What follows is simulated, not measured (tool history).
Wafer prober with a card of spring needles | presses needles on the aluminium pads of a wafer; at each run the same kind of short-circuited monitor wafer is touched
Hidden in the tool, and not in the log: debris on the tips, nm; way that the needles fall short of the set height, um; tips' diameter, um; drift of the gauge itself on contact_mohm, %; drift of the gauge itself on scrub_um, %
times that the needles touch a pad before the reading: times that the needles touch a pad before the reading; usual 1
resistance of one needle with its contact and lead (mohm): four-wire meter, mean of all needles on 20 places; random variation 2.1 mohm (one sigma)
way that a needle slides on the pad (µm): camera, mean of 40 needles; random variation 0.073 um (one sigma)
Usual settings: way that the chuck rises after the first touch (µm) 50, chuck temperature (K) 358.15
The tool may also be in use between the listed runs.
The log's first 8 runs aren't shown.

run,hour,way that the chuck rises after the first touch (µm),chuck temperature (K),times that the needles touch a pad before the reading,touches since the tips were cleaned,cleanings since the card got new needles,touches since the first contact's height was set,resistance of one needle with its contact and lead (mohm),way that a needle slides on the pad (µm)
# hour 194.4: tips cleaned on abrasive film
# hour 207.3: tips cleaned on abrasive film
# hour 222.1: tips cleaned on abrasive film
9,229.1,50,358.15,1,1511,64,191692,405,7.18
# hour 235.9: tips cleaned on abrasive film
# hour 250.7: tips cleaned on abrasive film
# hour 263.7: tips cleaned on abrasive film
10,269.2,50,358.15,1,1189,67,200259,387,7.13
# hour 277.2: tips cleaned on abrasive film
# hour 291.4: tips cleaned on abrasive film
11,296.4,50,342.15,1,1076,69,206056,389,7.16
# hour 305.2: tips cleaned on abrasive film
# hour 318.2: tips cleaned on abrasive film
# hour 331.6: tips cleaned on abrasive film
12,332.8,50,358.15,1,276,72,213832,289,7.01
# hour 343.9: tips cleaned on abrasive film
# hour 358.3: tips cleaned on abrasive film
13,360.5,50,358.15,1,464,74,219732,305,7.14
# hour 372.5: tips cleaned on abrasive film
# hour 385.4: tips cleaned on abrasive film
14,394.6,50,358.15,1,1994,76,227034,449,7.08
# hour 397.8: tips cleaned on abrasive film
# hour 412.6: tips cleaned on abrasive film
# hour 425: tips cleaned on abrasive film
15,425,51,358.15,1,0,79,233498,264,7.32
# hour 437.4: tips cleaned on abrasive film
# hour 449.6: tips cleaned on abrasive film
16,461.4,41,305.15,1,2524,81,241278,621,5.57
# hour 464.6: tips cleaned on abrasive film
# hour 477: tips cleaned on abrasive film
# hour 479.9: height of the first contact set anew
# hour 490.5: tips cleaned on abrasive film
17,495.8,65,311.15,1,1135,84,3382,293,10.35
# hour 505: tips cleaned on abrasive film
# hour 517.6: tips cleaned on abrasive film
# hour 531: tips cleaned on abrasive film
18,536.8,52,307.15,2,1248,87,12144,299,8.35
# hour 544.9: tips cleaned on abrasive film
# hour 558.7: tips cleaned on abrasive film
19,558.7,60,307.15,2,0,89,16811,223,9.47
# hour 570.9: tips cleaned on abrasive film
# hour 583.5: tips cleaned on abrasive film
20,583.5,60,307.15,2,0,91,22097,225,9.47
# hour 596.3: tips cleaned on abrasive film
21,602.1,60,333.15,2,1242,92,26077,284,9.36
# hour 610.7: tips cleaned on abrasive film
# hour 624.2: tips cleaned on abrasive film
# hour 639.4: tips cleaned on abrasive film
22,640.9,60,333.15,2,320,95,34346,252,9.43
# hour 653.8: tips cleaned on abrasive film
# hour 667: tips cleaned on abrasive film
23,674.9,60,333.15,2,1695,97,41615,310,9.43
# hour 680.4: tips cleaned on abrasive film
# hour 692.6: tips cleaned on abrasive film
24,696.6,56,319.15,2,864,99,46250,283,8.71
# hour 706.7: tips cleaned on abrasive film
# hour 719: tips cleaned on abrasive film
# hour 732.1: tips cleaned on abrasive film
25,735.5,32,329.15,2,736,102,54559,404,4.86
# hour 746.6: tips cleaned on abrasive film
26,753.4,38,329.15,3,1449,103,58367,348,5.85
# hour 759.5: tips cleaned on abrasive film
# hour 773: tips cleaned on abrasive film
# hour 787.1: tips cleaned on abrasive film
27,794.5,38,357.15,3,1583,106,67144,364,5.76
# hour 802.1: tips cleaned on abrasive film
28,812.6,30,298.15,3,2271,107,71030,457,4.6
# hour 815.8: tips cleaned on abrasive film
# hour 828.8: tips cleaned on abrasive film
29,835.3,30,298.15,3,1406,109,75869,416,4.42
# hour 842.5: tips cleaned on abrasive film
# hour 855.3: tips cleaned on abrasive film
30,857.7,30,298.15,3,519,111,80626,325,4.59

Forecast each of these 3 alternatives for the next run:
# hour 868.9: tips cleaned on abrasive film
# hour 881.6: tips cleaned on abrasive film
A,885.4,30,300.15,2,809,113,86547,?,?
# hour 868.9: tips cleaned on abrasive film
# hour 881.6: tips cleaned on abrasive film
B,885.4,30,358.15,3,809,113,86547,?,?
# hour 868.9: tips cleaned on abrasive film
# hour 881.6: tips cleaned on abrasive film
C,885.4,53,318.15,3,809,113,86547,?,?

run,resistance of one needle with its contact and lead (mohm),way that a needle slides on the pad (µm)
A,464,4.41
B,387,4.35
C,268,8.11
Without the tool's hidden state the same runs would have given:
run,resistance of one needle with its contact and lead (mohm),way that a needle slides on the pad (µm)
A,231,4.73
B,251,4.67
C,219,8.43

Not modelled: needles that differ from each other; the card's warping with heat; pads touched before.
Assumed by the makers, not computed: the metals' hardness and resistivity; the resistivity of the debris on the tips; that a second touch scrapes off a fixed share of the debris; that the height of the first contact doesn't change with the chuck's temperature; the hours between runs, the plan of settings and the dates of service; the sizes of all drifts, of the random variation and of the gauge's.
